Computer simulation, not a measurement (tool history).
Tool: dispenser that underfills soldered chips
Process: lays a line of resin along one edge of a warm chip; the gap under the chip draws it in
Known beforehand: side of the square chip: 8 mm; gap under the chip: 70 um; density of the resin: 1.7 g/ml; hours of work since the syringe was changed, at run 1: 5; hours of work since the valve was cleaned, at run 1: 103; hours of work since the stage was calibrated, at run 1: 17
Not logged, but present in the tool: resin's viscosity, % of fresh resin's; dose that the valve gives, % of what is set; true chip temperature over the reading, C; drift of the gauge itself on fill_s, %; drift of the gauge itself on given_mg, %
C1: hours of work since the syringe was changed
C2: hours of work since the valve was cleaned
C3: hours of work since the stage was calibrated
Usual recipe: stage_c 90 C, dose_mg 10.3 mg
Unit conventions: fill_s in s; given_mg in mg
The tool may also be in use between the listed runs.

run 1 hour=0 | stage_c=90 dose_mg=10.3 | C1=5 C2=103 C3=17 | fill_s=64.3 given_mg=9.53
-- hour=1.9 new syringe of resin
run 2 hour=4.6 | stage_c=90 dose_mg=10.3 | C1=2 C2=107 C3=21 | fill_s=49.9 given_mg=9.59
run 3 hour=7.1 | stage_c=90 dose_mg=10.3 | C1=4 C2=109 C3=23 | fill_s=59 given_mg=9.43
-- hour=10 new syringe of resin
run 4 hour=12.1 | stage_c=90 dose_mg=10.3 | C1=2 C2=113 C3=27 | fill_s=47.2 given_mg=9.53
run 5 hour=16.6 | stage_c=89 dose_mg=10.3 | C1=5 C2=116 C3=30 | fill_s=66.6 given_mg=9.56
-- hour=18.1 new syringe of resin
run 6 hour=20.3 | stage_c=89 dose_mg=10.3 | C1=2 C2=119 C3=33 | fill_s=47.2 given_mg=9.45
run 7 hour=25.4 | stage_c=89 dose_mg=10.3 | C1=6 C2=123 C3=37 | fill_s=66.4 given_mg=9.28
-- hour=26.8 dispensing valve cleaned and set on the balance
-- hour=27.5 new syringe of resin
run 8 hour=29.1 | stage_c=89 dose_mg=10.3 | C1=1 C2=2 C3=39 | fill_s=46 given_mg=10.21
run 9 hour=32.7 | stage_c=89 dose_mg=10.3 | C1=4 C2=4 C3=42 | fill_s=59.4 given_mg=10.27
run 10 hour=35.2 | stage_c=89 dose_mg=10.3 | C1=6 C2=7 C3=44 | fill_s=68.2 given_mg=10.13
-- hour=35.9 new syringe of resin
run 11 hour=37.7 | stage_c=99 dose_mg=10.3 | C1=1 C2=8 C3=46 | fill_s=34.3 given_mg=10.37
run 12 hour=41.8 | stage_c=99 dose_mg=8.9 | C1=5 C2=11 C3=49 | fill_s=48.8 given_mg=8.89
-- hour=44.1 new syringe of resin
run 13 hour=45.7 | stage_c=99 dose_mg=8.9 | C1=1 C2=14 C3=52 | fill_s=36.4 given_mg=8.73
run 14 hour=48.6 | stage_c=99 dose_mg=8.9 | C1=4 C2=17 C3=54 | fill_s=45.5 given_mg=8.79
-- hour=52.2 new syringe of resin
run 15 hour=52.2 | stage_c=104 dose_mg=11.7 | C1=0 C2=19 C3=57 | fill_s=26.5 given_mg=11.48
run 16 hour=57 | stage_c=89 dose_mg=11.7 | C1=4 C2=23 C3=60 | fill_s=55.6 given_mg=11.5
run 17 hour=59.9 | stage_c=76 dose_mg=11.8 | C1=6 C2=26 C3=63 | fill_s=98.2 given_mg=11.58

What will run 18 give?
-- hour=60.5 new syringe of resin
run 18 hour=63.1 | stage_c=76 dose_mg=10.4 | C1=2 C2=28 C3=65 | fill_s=? given_mg=?

For run 18 the tool returned fill_s 71.4 s, given_mg 10.21 mg.
Had the tool carried no hidden state, the very same run would have given fill_s 58.2 s, given_mg 10.43 mg.

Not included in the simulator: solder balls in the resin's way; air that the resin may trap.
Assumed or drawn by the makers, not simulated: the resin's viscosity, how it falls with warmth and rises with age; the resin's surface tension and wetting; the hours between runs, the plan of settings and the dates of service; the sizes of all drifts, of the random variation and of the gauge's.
